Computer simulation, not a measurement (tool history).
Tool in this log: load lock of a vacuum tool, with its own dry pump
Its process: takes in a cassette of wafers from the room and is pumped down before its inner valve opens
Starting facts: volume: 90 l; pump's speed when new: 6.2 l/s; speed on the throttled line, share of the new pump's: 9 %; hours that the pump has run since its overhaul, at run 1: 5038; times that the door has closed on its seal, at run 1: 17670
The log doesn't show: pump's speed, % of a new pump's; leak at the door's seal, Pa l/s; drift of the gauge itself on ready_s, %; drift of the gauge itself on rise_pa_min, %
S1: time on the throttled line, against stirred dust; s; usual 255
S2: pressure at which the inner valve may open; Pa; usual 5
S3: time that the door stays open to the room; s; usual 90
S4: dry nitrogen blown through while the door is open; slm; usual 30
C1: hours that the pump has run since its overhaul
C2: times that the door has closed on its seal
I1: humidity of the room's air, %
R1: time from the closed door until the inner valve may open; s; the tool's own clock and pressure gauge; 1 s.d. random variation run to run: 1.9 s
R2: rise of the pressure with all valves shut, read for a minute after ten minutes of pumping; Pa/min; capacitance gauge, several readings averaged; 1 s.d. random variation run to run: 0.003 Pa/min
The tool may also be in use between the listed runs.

Run 1, hour 0: usual settings; C1 5038; C2 17670; I1 44.1. Result: R1 382.6 s, R2 0.354 Pa/min.
Run 2, hour 144: usual settings; C1 5182; C2 18055; I1 42.7. Result: R1 383.6 s, R2 0.359 Pa/min.
Run 3, hour 251.8: usual settings but S3 26 s; C1 5290; C2 18343; I1 47.5. Result: R1 381.4 s, R2 0.358 Pa/min.
Run 4, hour 321.1: usual settings but S3 26 s; C1 5359; C2 18529; I1 44.3. Result: R1 384.5 s, R2 0.373 Pa/min.
Run 5, hour 450.1: usual settings but S3 26 s; C1 5488; C2 18874; I1 41.3. Result: R1 384.7 s, R2 0.371 Pa/min.
Run 6, hour 595.5: usual settings but S3 77 s; C1 5634; C2 19263; I1 45.4. Result: R1 384.9 s, R2 0.394 Pa/min.
Run 7, hour 741.5: usual settings; C1 5780; C2 19654; I1 44.1. Result: R1 384.1 s, R2 0.402 Pa/min.
Run 8, hour 853.4: usual settings; C1 5892; C2 19954; I1 43.9. Result: R1 387.2 s, R2 0.413 Pa/min.
Run 9, hour 980.6: usual settings but S2 7 Pa; C1 6019; C2 20294; I1 46.3. Result: R1 381.1 s, R2 0.427 Pa/min.
Run 10, hour 1050.5: usual settings but S2 7 Pa; C1 6089; C2 20481; I1 43.4. Result: R1 381 s, R2 0.43 Pa/min.
Run 11, hour 1162.4: usual settings; C1 6201; C2 20780; I1 43.8. Result: R1 383.3 s, R2 0.446 Pa/min.
Run 12, hour 1257.9: usual settings; C1 6296; C2 21036; I1 45.5. Result: R1 388.6 s, R2 0.45 Pa/min.
Run 13, hour 1357.6: usual settings; C1 6396; C2 21303; I1 48.2. Result: R1 383.4 s, R2 0.462 Pa/min.
Run 14, hour 1462.2: usual settings; C1 6500; C2 21583; I1 45.7. Result: R1 386.7 s, R2 0.471 Pa/min.
Run 15, hour 1550.8: usual settings; C1 6589; C2 21820; I1 46. Result: R1 386.2 s, R2 0.484 Pa/min.
Run 16, hour 1629.2: usual settings; C1 6667; C2 22030; I1 45.7. Result: R1 388.5 s, R2 0.485 Pa/min.
Run 17, hour 1721.4: usual settings; C1 6760; C2 22277; I1 44.2. Result: R1 386.9 s, R2 0.486 Pa/min.
Run 18, hour 1822.7: usual settings; C1 6861; C2 22548; I1 47.2. Result: R1 386.9 s, R2 0.499 Pa/min.
Run 19, hour 1895.6: usual settings but S1 174 s, S2 8 Pa, S4 8 slm; C1 6934; C2 22743; I1 40.3. Result: R1 306.7 s, R2 0.511 Pa/min.
Run 20, hour 1985.7: usual settings but S1 174 s, S2 8 Pa, S4 8 slm; C1 7024; C2 22984; I1 47.1. Result: R1 306.2 s, R2 0.528 Pa/min.
Run 21, hour 2118.1: usual settings but S1 264 s, S2 8 Pa, S4 9 slm; C1 7156; C2 23338; I1 45.5. Result: R1 386.3 s, R2 0.542 Pa/min.
Run 22, hour 2260.2: usual settings but S4 5 slm; C1 7298; C2 23719; I1 44.1. Result: R1 387.6 s, R2 0.545 Pa/min.
Run 23, hour 2371.7: usual settings but S1 141 s, S4 9 slm; C1 7410; C2 24017; I1 46.5. Result: R1 288.9 s, R2 0.564 Pa/min.
Run 24, hour 2478.9: usual settings but S1 269 s, S4 19 slm; C1 7517; C2 24304; I1 48.6. Result: R1 399.7 s, R2 0.568 Pa/min.
Run 25, hour 2548.2: usual settings but S1 405 s, S2 7 Pa, S3 101 s, S4 18 slm; C1 7586; C2 24490; I1 46.1. Result: R1 520.1 s, R2 0.568 Pa/min.
Run 26, hour 2684.5: usual settings but S1 405 s, S2 7 Pa, S3 101 s, S4 18 slm; C1 7723; C2 24854; I1 42.7. Result: R1 513.6 s, R2 0.595 Pa/min.
Run 27, hour 2760.1: usual settings but S1 175 s, S2 8 Pa; C1 7798; C2 25057; I1 45.9. Result: R1 308.6 s, R2 0.594 Pa/min.
Run 28, hour 2867.8: usual settings but S1 494 s, S2 9 Pa, S3 93 s; C1 7906; C2 25345; I1 45.1. Result: R1 592.2 s, R2 0.593 Pa/min.
Run 29, hour 3011.9: usual settings but S4 7 slm; C1 8050; C2 25731; I1 44.1. Result: R1 384 s, R2 0.62 Pa/min.
Run 30, hour 3152.4: usual settings but S1 129 s, S4 23 slm; C1 8191; C2 26106; I1 47.2. Result: R1 274.2 s, R2 0.626 Pa/min.
Run 31, hour 3214.7: usual settings but S1 129 s, S3 42 s, S4 23 slm; C1 8253; C2 26273; I1 42. Result: R1 277.9 s, R2 0.606 Pa/min.
Run 32, hour 3328.2: usual settings but S1 188 s, S2 6 Pa, S3 74 s, S4 45 slm; C1 8366; C2 26577; I1 43.4. Result: R1 324.5 s, R2 0.629 Pa/min.
Run 33, hour 3455.6: usual settings but S1 362 s, S3 208 s, S4 20 slm; C1 8494; C2 26918; I1 45.1. Result: R1 483.8 s, R2 0.665 Pa/min.
Run 34, hour 3578.2: usual settings but S1 215 s, S2 9 Pa, S3 156 s, S4 10 slm; C1 8616; C2 27246; I1 44. Result: R1 346.6 s, R2 0.697 Pa/min.
Run 35, hour 3645.7: usual settings but S1 440 s, S3 106 s; C1 8684; C2 27427; I1 43.3. Result: R1 556.7 s, R2 0.672 Pa/min.
Run 36, hour 3734.2: usual settings but S1 429 s, S4 44 slm; C1 8772; C2 27664; I1 47.2. Result: R1 543.4 s, R2 0.676 Pa/min.

Forecast each of these 5 alternatives for the next run:
Run A, hour 3883.3: usual settings but S1 290 s, S3 36 s, S4 17 slm; C1 8921; C2 28063; I1 42.2. Result: R1 ?, R2 ?.
Run B, hour 3883.3: usual settings but S1 230 s, S3 231 s, S4 11 slm; C1 8921; C2 28063; I1 46.2. Result: R1 ?, R2 ?.
Run C, hour 3883.3: usual settings but S1 425 s, S2 7 Pa, S3 59 s, S4 44 slm; C1 8921; C2 28063; I1 45.2. Result: R1 ?, R2 ?.
Run D, hour 3883.3: usual settings but S1 429 s, S3 80 s, S4 5 slm; C1 8921; C2 28063; I1 48.4. Result: R1 ?, R2 ?.
Run E, hour 3883.3: usual settings but S1 163 s, S3 85 s, S4 5 slm; C1 8921; C2 28063; I1 47.2. Result: R1 ?, R2 ?.

run     R1     R2
  A  423.1  0.691
  B  369.1  0.717
  C  535.6  0.676
  D  541.7  0.714
  E  307.9  0.701
Had the tool no hidden state, the same runs would have come out as:
run     R1     R2
  A  408.7  0.022
  B  354.1  0.068
  C  523.7  0.026
  D  528.9  0.046
  E  292.2  0.048
